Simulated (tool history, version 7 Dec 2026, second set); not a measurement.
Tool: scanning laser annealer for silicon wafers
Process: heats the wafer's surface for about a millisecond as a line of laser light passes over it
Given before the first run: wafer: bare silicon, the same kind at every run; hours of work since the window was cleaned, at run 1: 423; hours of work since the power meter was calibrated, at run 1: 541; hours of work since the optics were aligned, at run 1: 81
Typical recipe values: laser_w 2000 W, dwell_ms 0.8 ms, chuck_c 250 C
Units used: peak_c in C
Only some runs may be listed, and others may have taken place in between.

run    hour  laser_w  dwell_ms  chuck_c  hours of work since the window was cleaned  hours of work since the power meter was calibrated  hours of work since the optics were aligned  peak_c
  1       0     2000       0.8      250                                         423                                                 541                                           81     950
  2    51.7     2000       0.8      250                                         459                                                 577                                          117     951
  3   107.3     2000       0.8      250                                         498                                                 615                                          156     952
  4   144.1     2000     0.779      250                                         524                                                 641                                          181     944
  5   207.5     2000     0.779      250                                         568                                                 685                                          226     943
      228.9  -- window over the wafer cleaned
  6   279.3     2000     0.779      250                                          35                                                 734                                          274     942
  7   313.9     2000     0.743      250                                          59                                                 758                                          298     927
  8   375.8     2000     0.743      250                                         102                                                 801                                          342     927
  9   437.6     2082       0.8      250                                         146                                                 844                                          385     979
 10   467.3     2082       0.8      250                                         166                                                 865                                          405     986
 11   496.7     2082       0.8      250                                         187                                                 886                                          426     986
 12   540.7     2082       0.8      238                                         217                                                 916                                          457     973
 13   582.5     2082       0.8      238                                         247                                                 946                                          486     974
 14   650.5     2082       0.8      238                                         294                                                 993                                          533     975
 15   715.5     2082     0.695      283                                         339                                                1038                                          578     971
 16   746.7     2082     0.695      283                                         361                                                1060                                          600     972
 17   804.9     1860     0.695      266                                         402                                                1101                                          641     872
 18   855.9     1860     0.695      266                                         437                                                1136                                          676     872
 19     891     2001     0.656      210                                         462                                                1161                                          701     850
      923.8  -- optics aligned, line set to its width
 20     930     2000       0.8      272                                         485                                                1184                                            4     975
 21   983.1     2000       0.8      272                                         522                                                1221                                           41     973
 22  1043.5     1733     0.659      275                                         565                                                1264                                           83     824

Alternative continuations, all from the tool just after run 22; predict every row:
     1069.7  -- window over the wafer cleaned
  A  1113.1     1784     0.783      250                                          30                                                1311                                          131       ?
     1069.7  -- window over the wafer cleaned
  B  1113.1     1916       0.8      238                                          30                                                1311                                          131       ?
     1069.7  -- window over the wafer cleaned
  C  1113.1     2000       0.8      259                                          30                                                1311                                          131       ?

run  peak_c
  A     863
  B     908
  C     959
Without the tool's unlogged condition, the same runs would have read:
run  peak_c
  A     863
  B     908
  C     959
